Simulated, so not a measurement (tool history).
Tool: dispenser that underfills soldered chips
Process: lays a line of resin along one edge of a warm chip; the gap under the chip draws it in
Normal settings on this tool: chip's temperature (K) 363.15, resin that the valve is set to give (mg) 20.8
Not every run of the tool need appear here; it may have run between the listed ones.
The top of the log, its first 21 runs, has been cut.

run	hour	chip's temperature (K)	resin that the valve is set to give (mg)	time until the resin shows at the far edge (s)	resin that the valve gave (mg)
# hour 90.2: dispensing valve cleaned and set on the balance
# hour 92.5: new syringe of resin
22	95	376.15	19.5	21.7	19.59
23	99.9	376.15	19.5	29.8	19.5
# hour 100.9: new syringe of resin
24	102.9	362.15	25.6	30.7	25.48
25	105.3	364.15	20.3	34.1	20.27
26	108.1	364.15	20.3	39.9	20.11
# hour 109.5: new syringe of resin
27	111.2	355.15	19.7	38.4	19.57
28	113.6	357.15	21.6	40.1	21.16
29	116.2	357.15	21.6	46.3	21.25
# hour 117.8: new syringe of resin
30	121.8	357.15	20.4	40.6	20.01
31	124.9	371.15	25.4	32.1	25.02
# hour 126.3: new syringe of resin
32	127.5	373.15	23.1	21.5	22.32
33	132.7	368.15	19.7	33.9	19.15
# hour 134.6: new syringe of resin
34	135.4	350.15	20.8	41.5	20.24
35	140.2	350.15	20.8	53.9	20.22

Run 36, settings as shown, results not yet in. Your forecast:
# hour 143.1: new syringe of resin
36	145.8	351.15	26.9	?	?

For run 36 the tool returned time until the resin shows at the far edge (s) 42, resin that the valve gave (mg) 26.06.
The same run, on a tool lacking any hidden state, would have yielded time until the resin shows at the far edge (s) 36.4, resin that the valve gave (mg) 26.89.
